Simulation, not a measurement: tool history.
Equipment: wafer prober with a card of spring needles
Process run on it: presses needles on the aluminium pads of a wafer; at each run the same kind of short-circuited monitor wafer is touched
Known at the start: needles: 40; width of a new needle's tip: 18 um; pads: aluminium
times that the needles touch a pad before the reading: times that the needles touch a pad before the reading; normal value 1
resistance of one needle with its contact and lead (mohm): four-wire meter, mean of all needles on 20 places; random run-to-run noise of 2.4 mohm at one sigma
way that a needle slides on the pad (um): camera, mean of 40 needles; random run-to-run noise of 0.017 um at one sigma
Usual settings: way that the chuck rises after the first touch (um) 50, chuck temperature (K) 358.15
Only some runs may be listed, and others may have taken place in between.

run   hour  way that the chuck rises after the first touch (um)  chuck temperature (K)  times that the needles touch a pad before the reading  resistance of one needle with its contact and lead (mohm)  way that a needle slides on the pad (um)
  1    0.0                                                   50                 358.15                                                      1                                                        500                                     13.34
      19.0  -- tips cleaned on abrasive film
  2   38.1                                                   50                 358.15                                                      1                                                        656                                     13.35
      43.4  -- tips cleaned on abrasive film
      66.2  -- tips cleaned on abrasive film
  3   83.7                                                   50                 358.15                                                      1                                                        644                                     13.31
      89.0  -- tips cleaned on abrasive film
     113.2  -- tips cleaned on abrasive film
  4  130.9                                                   50                 358.15                                                      1                                                        667                                     13.27
     134.6  -- tips cleaned on abrasive film
     156.8  -- tips cleaned on abrasive film
     182.0  -- tips cleaned on abrasive film
     202.0  -- height of the first contact set anew
  5  202.0                                                   50                 345.15                                                      1                                                        679                                     13.38
     205.1  -- tips cleaned on abrasive film
     230.4  -- tips cleaned on abrasive film
     255.5  -- tips cleaned on abrasive film
  6  271.3                                                   50                 358.15                                                      1                                                        651                                     13.33
     280.7  -- tips cleaned on abrasive film
     306.7  -- tips cleaned on abrasive film
  7  310.0                                                   49                 358.15                                                      1                                                        434                                     13.01
     330.1  -- tips cleaned on abrasive film
     354.0  -- tips cleaned on abrasive film
  8  357.3                                                   49                 358.15                                                      1                                                        406                                     13.01
     375.5  -- tips cleaned on abrasive film
     398.9  -- tips cleaned on abrasive film
  9  402.0                                                   53                 358.15                                                      1                                                        404                                     14.04
     422.2  -- tips cleaned on abrasive film
     437.7  -- height of the first contact set anew
     446.2  -- tips cleaned on abrasive film
 10  455.6                                                   53                 350.15                                                      1                                                        524                                     14.18
     469.9  -- tips cleaned on abrasive film
     495.1  -- tips cleaned on abrasive film
 11  506.3                                                   53                 350.15                                                      1                                                        569                                     14.13
     517.1  -- tips cleaned on abrasive film
     538.4  -- tips cleaned on abrasive film
     562.9  -- tips cleaned on abrasive film
 12  573.9                                                   60                 358.15                                                      1                                                        530                                     15.95
     586.0  -- tips cleaned on abrasive film
     612.2  -- tips cleaned on abrasive film
 13  618.8                                                   60                 385.15                                                      2                                                        388                                     15.91
     634.6  -- tips cleaned on abrasive film
     658.4  -- tips cleaned on abrasive film
 14  658.4                                                   46                 338.15                                                      2                                                        288                                     12.11
     674.4  -- height of the first contact set anew
     681.0  -- tips cleaned on abrasive film
 15  701.0                                                   46                 338.15                                                      2                                                        567                                     12.28
     706.2  -- tips cleaned on abrasive film
     731.0  -- tips cleaned on abrasive film
 16  733.1                                                   55                 300.15                                                      2                                                        317                                     14.63
     756.1  -- tips cleaned on abrasive film
 17  775.0                                                   50                 358.15                                                      3                                                        425                                     13.32
     778.3  -- tips cleaned on abrasive film
     801.1  -- tips cleaned on abrasive film
     826.4  -- tips cleaned on abrasive film
 18  836.3                                                   60                 367.15                                                      1                                                        487                                     15.91
     852.1  -- tips cleaned on abrasive film
     876.1  -- tips cleaned on abrasive film
     898.3  -- tips cleaned on abrasive film
 19  898.3                                                   50                 348.15                                                      3                                                        289                                     13.19
     907.7  -- height of the first contact set anew
     920.1  -- tips cleaned on abrasive film
     942.8  -- tips cleaned on abrasive film
 20  956.0                                                   50                 358.15                                                      2                                                        501                                     13.35
     964.8  -- tips cleaned on abrasive film
     988.8  -- tips cleaned on abrasive film
 21  989.9                                                   50                 358.15                                                      2                                                        327                                     13.30

Each row is a separate what-if for the run after 21, all from the same tool condition, not one after another. Results?
     1012.6  -- tips cleaned on abrasive film
  A  1028.5                                                   38                 382.15                                                      1                                                          ?                                         ?
     1012.6  -- tips cleaned on abrasive film
  B  1028.5                                                   58                 358.15                                                      1                                                          ?                                         ?
     1012.6  -- tips cleaned on abrasive film
  C  1028.5                                                   32                 332.15                                                      2                                                          ?                                         ?

run  resistance of one needle with its contact and lead (mohm)  way that a needle slides on the pad (um)
  A                                                        953                                     10.08
  B                                                        585                                     15.42
  C                                                        870                                      8.48
Stripped of hidden state, with their random variation kept, the same runs would have yielded:
run  resistance of one needle with its contact and lead (mohm)  way that a needle slides on the pad (um)
  A                                                        291                                     10.18
  B                                                        272                                     15.52
  C                                                        276                                      8.58

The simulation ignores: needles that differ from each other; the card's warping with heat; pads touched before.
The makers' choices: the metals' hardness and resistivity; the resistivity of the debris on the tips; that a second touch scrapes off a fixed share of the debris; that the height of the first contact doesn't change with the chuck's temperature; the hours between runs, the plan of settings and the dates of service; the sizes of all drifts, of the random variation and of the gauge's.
